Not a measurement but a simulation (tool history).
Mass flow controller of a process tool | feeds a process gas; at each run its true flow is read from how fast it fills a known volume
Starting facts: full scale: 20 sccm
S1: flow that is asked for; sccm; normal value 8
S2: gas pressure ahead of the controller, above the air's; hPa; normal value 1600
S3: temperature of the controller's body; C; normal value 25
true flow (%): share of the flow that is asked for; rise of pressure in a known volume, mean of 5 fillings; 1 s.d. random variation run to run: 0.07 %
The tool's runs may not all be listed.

run 1 hour=0.0 | S1=8 S2=1600 S3=25 | true_flow_(%)=99.73
run 2 hour=83.6 | S1=8 S2=1600 S3=25 | true_flow_(%)=99.71
run 3 hour=152.0 | S1=8 S2=1600 S3=25 | true_flow_(%)=99.79
run 4 hour=300.9 | S1=8 S2=1600 S3=25 | true_flow_(%)=99.76
run 5 hour=450.0 | S1=8 S2=1600 S3=25 | true_flow_(%)=99.71
run 6 hour=550.0 | S1=8 S2=1600 S3=25 | true_flow_(%)=99.94
run 7 hour=679.6 | S1=8 S2=1600 S3=25 | true_flow_(%)=100.07
run 8 hour=755.0 | S1=8 S2=1600 S3=25 | true_flow_(%)=100.02
run 9 hour=846.4 | S1=8 S2=2300 S3=25 | true_flow_(%)=99.75
run 10 hour=909.8 | S1=8 S2=1600 S3=25 | true_flow_(%)=100.06
run 11 hour=1021.0 | S1=8 S2=1600 S3=25 | true_flow_(%)=100.12
run 12 hour=1166.4 | S1=8 S2=1600 S3=25 | true_flow_(%)=100.04
run 13 hour=1230.9 | S1=8 S2=1600 S3=25 | true_flow_(%)=100.09
run 14 hour=1348.4 | S1=8 S2=1600 S3=25 | true_flow_(%)=100.14
run 15 hour=1413.0 | S1=8 S2=1600 S3=25 | true_flow_(%)=100.07
run 16 hour=1520.3 | S1=6 S2=1600 S3=25 | true_flow_(%)=100.23
run 17 hour=1608.4 | S1=6 S2=1600 S3=25 | true_flow_(%)=100.27
run 18 hour=1754.5 | S1=8 S2=1600 S3=25 | true_flow_(%)=100.23
run 19 hour=1835.6 | S1=8 S2=1600 S3=25 | true_flow_(%)=100.28
run 20 hour=1973.0 | S1=8 S2=1600 S3=25 | true_flow_(%)=100.39
run 21 hour=2064.7 | S1=8 S2=1600 S3=25 | true_flow_(%)=100.25
run 22 hour=2188.5 | S1=6 S2=1820 S3=21 | true_flow_(%)=100.23
run 23 hour=2298.4 | S1=8 S2=2300 S3=33 | true_flow_(%)=100.63
run 24 hour=2379.6 | S1=6 S2=1430 S3=22 | true_flow_(%)=100.48
run 25 hour=2461.5 | S1=10 S2=2700 S3=26 | true_flow_(%)=100.17
run 26 hour=2539.1 | S1=10 S2=2700 S3=26 | true_flow_(%)=100.26
run 27 hour=2632.2 | S1=10 S2=2700 S3=26 | true_flow_(%)=100.23
run 28 hour=2756.5 | S1=8 S2=1600 S3=26 | true_flow_(%)=100.53
run 29 hour=2905.9 | S1=8 S2=1600 S3=25 | true_flow_(%)=100.51
run 30 hour=2992.0 | S1=9 S2=2110 S3=25 | true_flow_(%)=100.49
run 31 hour=3087.4 | S1=11 S2=1600 S3=25 | true_flow_(%)=100.57
run 32 hour=3179.4 | S1=11 S2=1600 S3=25 | true_flow_(%)=100.56
run 33 hour=3289.6 | S1=9 S2=1600 S3=25 | true_flow_(%)=100.66
run 34 hour=3390.1 | S1=16 S2=1600 S3=26 | true_flow_(%)=101.05
run 35 hour=3533.0 | S1=6 S2=2500 S3=25 | true_flow_(%)=100.77
run 36 hour=3675.2 | S1=6 S2=2500 S3=25 | true_flow_(%)=100.82
run 37 hour=3753.4 | S1=8 S2=2070 S3=25 | true_flow_(%)=100.70
run 38 hour=3841.1 | S1=8 S2=2070 S3=25 | true_flow_(%)=100.64
run 39 hour=3921.4 | S1=3 S2=2300 S3=34 | true_flow_(%)=103.07
run 40 hour=4059.8 | S1=6 S2=2170 S3=25 | true_flow_(%)=101.06
run 41 hour=4206.4 | S1=6 S2=2170 S3=25 | true_flow_(%)=100.96
run 42 hour=4274.8 | S1=13 S2=1750 S3=28 | true_flow_(%)=100.99

Below, some changes in true flow (%) between adjacent runs. For each, the amount present without the hidden state too (settings, incoming material, random variation) and the amount remaining for the hidden state with gauge scatter not shared by both compared results:
The tool's hidden condition here consists of: flow at rest that the sensor doesn't see, % of full scale; true flow over the shown one, %; drift of the gauge itself on true_pct, %.
Run 22 -> 23: S1 6 -> 8, S2 1820 -> 2300, S3 21 -> 33. true flow (%) +0.40: hidden state -0.42, all else +0.82.
Run 34 -> 35: S1 16 -> 6, S2 1600 -> 2500, S3 26 -> 25. true flow (%) -0.28: hidden state +1.36, all else -1.64.
Run 38 -> 39: S1 8 -> 3, S2 2070 -> 2300, S3 25 -> 34. true flow (%) +2.43: hidden state +2.80, all else -0.37.
Run 39 -> 40: S1 3 -> 6, S2 2300 -> 2170, S3 34 -> 25. true flow (%) -2.01: hidden state -2.16, all else +0.15.
